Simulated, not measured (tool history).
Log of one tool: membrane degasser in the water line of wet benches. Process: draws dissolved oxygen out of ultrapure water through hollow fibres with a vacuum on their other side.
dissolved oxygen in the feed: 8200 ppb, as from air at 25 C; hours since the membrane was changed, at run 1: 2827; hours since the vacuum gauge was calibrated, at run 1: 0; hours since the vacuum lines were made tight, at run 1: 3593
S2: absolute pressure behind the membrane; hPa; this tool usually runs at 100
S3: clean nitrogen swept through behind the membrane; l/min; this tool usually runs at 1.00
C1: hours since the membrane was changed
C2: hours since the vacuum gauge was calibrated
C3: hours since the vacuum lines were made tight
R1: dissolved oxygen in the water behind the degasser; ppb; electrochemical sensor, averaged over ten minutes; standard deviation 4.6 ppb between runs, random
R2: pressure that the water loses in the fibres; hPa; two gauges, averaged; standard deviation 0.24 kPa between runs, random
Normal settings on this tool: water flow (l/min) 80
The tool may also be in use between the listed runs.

Run 1, hour 0.0: usual settings; C1 2827; C2 0; C3 3593. Result: R1 932.5 ppb, R2 644.5 hPa.
Run 2, hour 97.2: usual settings but S2 98 hPa; C1 2924; C2 97; C3 3690. Result: R1 909.4 ppb, R2 644.3 hPa.
Run 3, hour 175.6: usual settings but S2 72 hPa; C1 3003; C2 176; C3 3768. Result: R1 611.6 ppb, R2 642.2 hPa.
Run 4, hour 249.1: usual settings; C1 3076; C2 249; C3 3842. Result: R1 931.9 ppb, R2 636.8 hPa.
Run 5, hour 414.0: usual settings; C1 3241; C2 414; C3 4007. Result: R1 930.2 ppb, R2 636.7 hPa.
Run 6, hour 570.7: usual settings; C1 3398; C2 571; C3 4163. Result: R1 930.2 ppb, R2 642.3 hPa.
Run 7, hour 730.8: usual settings but S2 124 hPa; C1 3558; C2 731; C3 4323. Result: R1 1190.0 ppb, R2 644.5 hPa.
Run 8, hour 815.7: usual settings but S2 124 hPa; C1 3643; C2 816; C3 4408. Result: R1 1185.3 ppb, R2 641.8 hPa.
Run 9, hour 899.9: usual settings but S2 208 hPa; C1 3727; C2 900; C3 4493. Result: R1 2014.2 ppb, R2 639.6 hPa.
Run 10, hour 1010.3: usual settings but S2 208 hPa; C1 3837; C2 1010; C3 4603. Result: R1 2006.7 ppb, R2 638.2 hPa.
Run 11, hour 1158.5: usual settings but S2 208 hPa; C1 3986; C2 1158; C3 4751. Result: R1 2025.1 ppb, R2 642.2 hPa.
Run 12, hour 1282.0: usual settings but S2 208 hPa; C1 4109; C2 1282; C3 4875. Result: R1 2010.7 ppb, R2 644.2 hPa.
At hour 1333.4: seals of the vacuum lines changed.
Run 13, hour 1387.1: usual settings but S2 208 hPa, S3 0.85 l/min; C1 4212; C2 1385; C3 54. Result: R1 2204.0 ppb, R2 646.9 hPa.
Run 14, hour 1486.8: usual settings but S3 0.98 l/min; C1 4312; C2 1485; C3 153. Result: R1 944.3 ppb, R2 639.0 hPa.
Run 15, hour 1595.2: usual settings but S3 0.75 l/min; C1 4420; C2 1593; C3 262. Result: R1 1088.2 ppb, R2 641.3 hPa.
Run 16, hour 1765.0: usual settings but water flow (l/min) 77, S2 73 hPa, S3 0.56 l/min; C1 4590; C2 1763; C3 432. Result: R1 805.5 ppb, R2 618.2 hPa.
Run 17, hour 1945.0: usual settings but water flow (l/min) 63, S2 182 hPa, S3 0.91 l/min; C1 4770; C2 1943; C3 612. Result: R1 1603.6 ppb, R2 501.4 hPa.
Run 18, hour 2102.4: usual settings but water flow (l/min) 73, S2 182 hPa, S3 1.33 l/min; C1 4928; C2 2100; C3 769. Result: R1 1395.3 ppb, R2 585.4 hPa.
Run 19, hour 2266.9: usual settings but water flow (l/min) 73, S2 191 hPa, S3 2.27 l/min; C1 5092; C2 2265; C3 934. Result: R1 1026.4 ppb, R2 591.0 hPa.
Run 20, hour 2353.4: usual settings but water flow (l/min) 73, S2 157 hPa, S3 2.27 l/min; C1 5179; C2 2351; C3 1020. Result: R1 846.9 ppb, R2 586.7 hPa.
Run 21, hour 2488.6: usual settings but water flow (l/min) 73, S2 157 hPa, S3 2.27 l/min; C1 5314; C2 2487; C3 1155. Result: R1 843.6 ppb, R2 588.3 hPa.
Run 22, hour 2612.1: usual settings but water flow (l/min) 82, S2 94 hPa, S3 1.76 l/min; C1 5437; C2 2610; C3 1279. Result: R1 629.9 ppb, R2 657.9 hPa.
Run 23, hour 2751.9: usual settings but S2 101 hPa, S3 1.42 l/min; C1 5577; C2 2750; C3 1419. Result: R1 764.1 ppb, R2 644.1 hPa.
Run 24, hour 2905.1: usual settings but water flow (l/min) 73; C1 5730; C2 2903; C3 1572. Result: R1 871.1 ppb, R2 583.3 hPa.
Run 25, hour 3021.6: usual settings but water flow (l/min) 73; C1 5847; C2 3020; C3 1688. Result: R1 868.4 ppb, R2 585.0 hPa.
Run 26, hour 3114.2: usual settings but water flow (l/min) 73; C1 5939; C2 3112; C3 1781. Result: R1 871.8 ppb, R2 583.5 hPa.
Run 27, hour 3277.4: usual settings but water flow (l/min) 116, S2 85 hPa; C1 6103; C2 3275; C3 1944. Result: R1 996.7 ppb, R2 927.0 hPa.
Run 28, hour 3396.9: usual settings but water flow (l/min) 116, S2 85 hPa; C1 6222; C2 3395; C3 2064. Result: R1 1010.8 ppb, R2 926.8 hPa.
Run 29, hour 3532.6: usual settings but water flow (l/min) 52, S2 70 hPa, S3 1.86 l/min; C1 6358; C2 3531; C3 2199. Result: R1 262.2 ppb, R2 417.6 hPa.
Run 30, hour 3645.0: usual settings but water flow (l/min) 125, S2 241 hPa, S3 0.48 l/min; C1 6470; C2 3643; C3 2312. Result: R1 3939.5 ppb, R2 1004.1 hPa.

Each row is a separate what-if for the run after 30, all from the same tool condition, not one after another. Results?
Run A, hour 3745.6: usual settings but S3 0.66 l/min; C1 6571; C2 3744; C3 2412. Result: R1 ?, R2 ?.
Run B, hour 3745.6: usual settings but water flow (l/min) 56, S2 72 hPa, S3 0.81 l/min; C1 6571; C2 3744; C3 2412. Result: R1 ?, R2 ?.
Run C, hour 3745.6: usual settings but water flow (l/min) 65, S2 113 hPa, S3 0.54 l/min; C1 6571; C2 3744; C3 2412. Result: R1 ?, R2 ?.

run      R1     R2
  A  1166.6  640.5
  B   511.9  447.1
  C  1317.4  522.5
Without the tool's hidden state the same runs would have given:
run      R1     R2
  A  1166.1  640.1
  B   511.6  446.9
  C  1317.0  522.2
